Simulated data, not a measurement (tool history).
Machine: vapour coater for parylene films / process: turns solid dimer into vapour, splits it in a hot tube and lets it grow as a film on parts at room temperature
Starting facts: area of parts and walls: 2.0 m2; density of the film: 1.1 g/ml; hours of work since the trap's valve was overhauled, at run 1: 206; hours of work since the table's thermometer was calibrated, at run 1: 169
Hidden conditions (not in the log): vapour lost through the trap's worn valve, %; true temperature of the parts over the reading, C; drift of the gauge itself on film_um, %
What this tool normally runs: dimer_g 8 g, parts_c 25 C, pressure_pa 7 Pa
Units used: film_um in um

run,hour,dimer_g,parts_c,pressure_pa,hours of work since the trap's valve was overhauled,hours of work since the table's thermometer was calibrated,film_um
1,0,8,25,7,206,169,2.16
2,12.1,8,25,3.76,212,175,2.45
3,27.1,5,25,7,220,183,1.34
4,44.1,5,25,7,229,192,1.34
5,54.4,5,25,7,234,197,1.33
6,63.6,5,25,7,239,202,1.35
7,81.7,8,25,7,248,211,2.13
8,92.8,8,25,2.03,254,217,2.79
9,111,8,25,2.03,264,227,2.8
10,120.5,8,25,7,269,232,2.16
11,134.4,8,25,7,276,239,2.12
12,146.9,8,25,7,282,245,2.13
13,162.6,8,25,7,290,254,2.14
14,178.1,8,24,7,299,262,2.19
15,195.2,4,25,7,307,271,1.07
16,207.6,8,25,7,314,277,2.08
17,219.1,8,25,7,320,283,2.11
18,235.2,8,25,7,328,292,2.11
19,245.2,8,25,7,334,297,2.09
20,260.1,3,25,7,341,305,0.76
# hour 275.2: trap's valve overhauled
21,278.4,6,35,2.5,2,312,1.61
22,296.9,6,35,2.5,11,322,1.62
23,314.4,3,18,4.97,20,331,1.09
24,322.9,4,18,4.97,25,335,1.45
25,338,4,25,7,33,343,1.13
26,346.6,4,25,7,37,348,1.11
27,356.3,3,25,3.96,42,353,0.96
28,368.9,3,25,3.96,49,359,0.96
29,377.6,12,25,7.89,53,364,3.24
30,388.7,4,25,9.28,59,370,1.04
31,401.9,9,22,8.14,66,376,2.62
32,415.6,3,23,2.29,73,384,1.13

Below are 3 alternative next runs, each starting from the tool's condition after run 32. Predict each:
A,426.5,12,20,3.92,79,389,?
B,426.5,3,20,2.29,79,389,?
C,426.5,3,30,2.29,79,389,?

run,film_um
A,4.29
B,1.22
C,0.93
With no hidden state in the tool, these same runs would have given:
run,film_um
A,4.39
B,1.25
C,0.96

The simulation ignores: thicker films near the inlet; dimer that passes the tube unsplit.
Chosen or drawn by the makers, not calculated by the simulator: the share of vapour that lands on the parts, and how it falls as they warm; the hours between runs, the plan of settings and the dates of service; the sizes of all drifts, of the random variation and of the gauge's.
